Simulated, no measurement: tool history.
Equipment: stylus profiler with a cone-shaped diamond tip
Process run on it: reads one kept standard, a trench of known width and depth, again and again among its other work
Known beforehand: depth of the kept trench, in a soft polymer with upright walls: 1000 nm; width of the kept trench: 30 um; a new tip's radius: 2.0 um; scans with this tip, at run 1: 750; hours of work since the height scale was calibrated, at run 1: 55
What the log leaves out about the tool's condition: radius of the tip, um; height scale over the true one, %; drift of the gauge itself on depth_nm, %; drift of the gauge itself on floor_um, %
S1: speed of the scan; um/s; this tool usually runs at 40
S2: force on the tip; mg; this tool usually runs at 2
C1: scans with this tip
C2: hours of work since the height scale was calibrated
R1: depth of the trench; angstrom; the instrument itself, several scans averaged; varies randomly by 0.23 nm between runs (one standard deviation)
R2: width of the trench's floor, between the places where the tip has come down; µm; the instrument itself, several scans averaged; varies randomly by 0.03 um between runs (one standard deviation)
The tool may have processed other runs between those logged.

run,day,S1,S2,C1,C2,R1,R2
1,0,40,2,750,55,10140.4,26.32
2,4.262,40,2,1661,122,10141.4,26.31
3,8.412,40,2,2548,188,10140.6,26.36
4,12.754,40,2,3476,256,10140.2,26.35
5,15.692,40,2,4105,302,10140.7,26.31
6,19.442,40,2,4907,361,10138,26.36
7,21.95,40,2,5443,401,10140.9,26.34
8,25.038,40,0.81,6103,450,10078.5,26.2
9,27.792,40,0.81,6691,493,10075.7,26.18
10,31.592,40,2,7504,553,10139.6,26.34
11,36.558,40,2,8566,631,10139.7,26.36
12,41.833,40,2,9694,714,10137.9,26.35
13,46.288,40,2,10646,784,10144.2,26.3
14,50.908,40,2,11634,857,10136.6,26.32
15,53.275,40,2,12140,894,10136.4,26.33
16,55.762,40,2,12671,933,10143.2,26.31
17,60.088,40,2,13596,1001,10140,26.31
18,64.508,40,2,14541,1071,10142.8,26.33
19,69.246,25,4.23,15554,1146,10229.1,26.41
# day 72.358: height scale calibrated on a step standard
20,73,17,3.7,16352,10,10214.1,26.48
21,75.908,88,2.27,16974,56,10151.6,26.11
22,78.35,88,2.27,17496,94,10156.1,26.07
23,81.825,13,2.27,18239,149,10149.7,26.42
24,86.829,31,4.16,19309,228,10226.8,26.39
25,91.421,84,1.17,20291,300,10098.3,25.93
26,95.8,14,0.75,21227,369,10073,26.39
27,99.442,26,0.75,22005,426,10076.5,26.29
28,104.479,37,4.11,23082,506,10228.2,26.38
29,108.004,37,4.11,23836,561,10228.5,26.42
30,113.683,37,4.11,25050,651,10224.9,26.37
31,116.117,29,1.98,25570,689,10138.5,26.37
32,120.442,115,1.28,26495,757,10099.7,25.77
33,124.075,53,1.93,27272,814,10137.5,26.21
34,129.475,86,2.69,28426,899,10168.4,26.12
35,132.938,73,4.51,29166,954,10238.9,26.24

5 options for the next run, each taken on its own from the tool as it stands now. Forecast them:
A,137.892,114,1.93,30225,1032,?,?
B,137.892,10,2.28,30225,1032,?,?
C,137.892,12,1.37,30225,1032,?,?
D,137.892,40,1.01,30225,1032,?,?
E,137.892,83,3.17,30225,1032,?,?

run,R1,R2
A,10135.5,25.93
B,10154.2,26.45
C,10109,26.48
D,10087.3,26.28
E,10187,26.19
With the hidden condition removed and each run's random variation left untouched, the same runs would have given:
run,R1,R2
A,10135.3,25.95
B,10153.9,26.47
C,10108.8,26.5
D,10087.1,26.3
E,10186.8,26.22

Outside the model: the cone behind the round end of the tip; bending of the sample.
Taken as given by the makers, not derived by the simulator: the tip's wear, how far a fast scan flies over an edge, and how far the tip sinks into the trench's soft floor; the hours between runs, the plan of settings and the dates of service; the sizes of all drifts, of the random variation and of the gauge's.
